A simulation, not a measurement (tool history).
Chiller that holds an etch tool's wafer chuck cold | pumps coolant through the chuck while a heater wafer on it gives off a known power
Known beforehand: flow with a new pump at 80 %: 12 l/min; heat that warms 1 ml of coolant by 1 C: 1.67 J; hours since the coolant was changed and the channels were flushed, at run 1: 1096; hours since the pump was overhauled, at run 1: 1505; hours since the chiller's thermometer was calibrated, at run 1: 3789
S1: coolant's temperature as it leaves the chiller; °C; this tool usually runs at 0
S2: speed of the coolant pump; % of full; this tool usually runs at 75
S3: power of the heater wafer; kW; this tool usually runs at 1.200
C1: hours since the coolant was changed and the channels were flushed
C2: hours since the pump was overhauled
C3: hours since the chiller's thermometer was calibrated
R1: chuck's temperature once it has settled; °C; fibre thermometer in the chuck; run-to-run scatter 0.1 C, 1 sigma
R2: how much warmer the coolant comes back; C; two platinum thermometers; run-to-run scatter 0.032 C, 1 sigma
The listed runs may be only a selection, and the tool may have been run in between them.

Run 1, day 0.000: usual settings; C1 1096; C2 1505; C3 3789. Result: R1 10.0 °C, R2 3.84 C.
Run 2, day 1.200: usual settings; C1 1125; C2 1534; C3 3817. Result: R1 10.0 °C, R2 3.87 C.
Run 3, day 2.258: usual settings; C1 1150; C2 1559; C3 3843. Result: R1 9.9 °C, R2 3.77 C.
Run 4, day 3.633: usual settings; C1 1183; C2 1592; C3 3876. Result: R1 10.0 °C, R2 3.79 C.
Run 5, day 4.779: usual settings; C1 1211; C2 1620; C3 3903. Result: R1 9.9 °C, R2 3.90 C.
Run 6, day 5.683: usual settings; C1 1232; C2 1641; C3 3925. Result: R1 10.1 °C, R2 3.83 C.
Run 7, day 7.296: usual settings but S2 98 % of full; C1 1271; C2 1680; C3 3964. Result: R1 8.3 °C, R2 2.89 C.
Run 8, day 8.425: usual settings but S2 98 % of full; C1 1298; C2 1707; C3 3991. Result: R1 8.2 °C, R2 2.90 C.
Run 9, day 9.117: usual settings but S2 98 % of full; C1 1315; C2 1724; C3 4007. Result: R1 8.1 °C, R2 2.94 C.
Run 10, day 10.771: usual settings but S2 98 % of full, S3 1.778 kW; C1 1354; C2 1764; C3 4047. Result: R1 12.0 °C, R2 4.34 C.
Run 11, day 12.133: usual settings but S2 98 % of full, S3 1.778 kW; C1 1387; C2 1796; C3 4080. Result: R1 12.1 °C, R2 4.35 C.
Run 12, day 12.942: usual settings but S2 98 % of full, S3 1.778 kW; C1 1407; C2 1816; C3 4099. Result: R1 12.1 °C, R2 4.33 C.
Run 13, day 14.133: usual settings but S2 98 % of full, S3 1.778 kW; C1 1435; C2 1844; C3 4128. Result: R1 12.1 °C, R2 4.36 C.
Run 14, day 14.804: usual settings but S2 98 % of full, S3 1.778 kW; C1 1451; C2 1860; C3 4144. Result: R1 12.2 °C, R2 4.29 C.
Run 15, day 15.871: usual settings but S2 98 % of full, S3 1.778 kW; C1 1477; C2 1886; C3 4169. Result: R1 12.1 °C, R2 4.32 C.
Run 16, day 17.129: usual settings but S2 98 % of full, S3 1.778 kW; C1 1507; C2 1916; C3 4200. Result: R1 12.1 °C, R2 4.33 C.
Run 17, day 18.417: usual settings but S1 -3 °C, S2 64 % of full, S3 1.140 kW; C1 1538; C2 1947; C3 4231. Result: R1 7.5 °C, R2 4.35 C.
Run 18, day 19.129: usual settings but S1 9 °C, S2 86 % of full, S3 1.649 kW; C1 1555; C2 1964; C3 4248. Result: R1 21.4 °C, R2 4.55 C.
Run 19, day 20.200: usual settings but S1 -4 °C, S2 69 % of full, S3 0.721 kW; C1 1581; C2 1990; C3 4273. Result: R1 2.3 °C, R2 2.48 C.
Run 20, day 21.046: usual settings but S1 6 °C, S2 86 % of full, S3 0.648 kW; C1 1601; C2 2010; C3 4294. Result: R1 10.7 °C, R2 1.81 C.
Run 21, day 22.571: usual settings but S1 6 °C, S2 96 % of full, S3 0.839 kW; C1 1638; C2 2047; C3 4330. Result: R1 11.9 °C, R2 2.10 C.
Run 22, day 23.250: usual settings but S1 6 °C, S2 96 % of full, S3 0.839 kW; C1 1654; C2 2063; C3 4347. Result: R1 11.8 °C, R2 2.06 C.
Run 23, day 24.458: usual settings but S1 -1 °C, S2 62 % of full, S3 1.352 kW; C1 1683; C2 2092; C3 4376. Result: R1 12.1 °C, R2 5.27 C.
Run 24, day 25.254: usual settings but S1 -1 °C, S2 62 % of full, S3 1.352 kW; C1 1702; C2 2111; C3 4395. Result: R1 12.0 °C, R2 5.25 C.
At day 25.479: chiller's thermometer calibrated.
Run 25, day 26.896: usual settings but S1 3 °C, S2 71 % of full, S3 1.152 kW; C1 1740; C2 2150; C3 34. Result: R1 12.8 °C, R2 3.86 C.
Run 26, day 27.771: usual settings but S3 1.601 kW; C1 1761; C2 2171; C3 55. Result: R1 13.2 °C, R2 5.11 C.
Run 27, day 28.788: usual settings but S2 70 % of full, S3 1.601 kW; C1 1786; C2 2195; C3 79. Result: R1 14.0 °C, R2 5.52 C.
Run 28, day 29.708: usual settings but S1 6 °C, S2 69 % of full; C1 1808; C2 2217; C3 101. Result: R1 16.6 °C, R2 4.20 C.
Run 29, day 31.046: usual settings but S1 6 °C, S2 69 % of full; C1 1840; C2 2249; C3 134. Result: R1 16.6 °C, R2 4.18 C.
Run 30, day 32.054: usual settings but S1 6 °C, S2 69 % of full; C1 1864; C2 2273; C3 158. Result: R1 16.8 °C, R2 4.19 C.
Run 31, day 33.100: usual settings but S1 5 °C, S2 85 % of full; C1 1889; C2 2298; C3 183. Result: R1 14.0 °C, R2 3.42 C.

Branching from run 31: 4 alternative next runs. What would each branch give?
Run A, day 34.529: usual settings but S1 5 °C, S2 74 % of full, S3 1.235 kW; C1 1924; C2 2333; C3 217. Result: R1 ?, R2 ?.
Run B, day 34.529: usual settings but S1 9 °C, S2 85 % of full; C1 1924; C2 2333; C3 217. Result: R1 ?, R2 ?.
Run C, day 34.529: usual settings but S2 92 % of full, S3 1.443 kW; C1 1924; C2 2333; C3 217. Result: R1 ?, R2 ?.
Run D, day 34.529: usual settings but S1 5 °C, S2 73 % of full, S3 1.678 kW; C1 1924; C2 2333; C3 217. Result: R1 ?, R2 ?.

run    R1    R2
  A  15.2  4.01
  B  18.1  3.43
  C  10.2  3.80
  D  19.3  5.59
Without the tool's hidden state the same runs would have given:
run    R1    R2
  A  15.2  4.01
  B  18.1  3.42
  C  10.2  3.79
  D  19.2  5.58
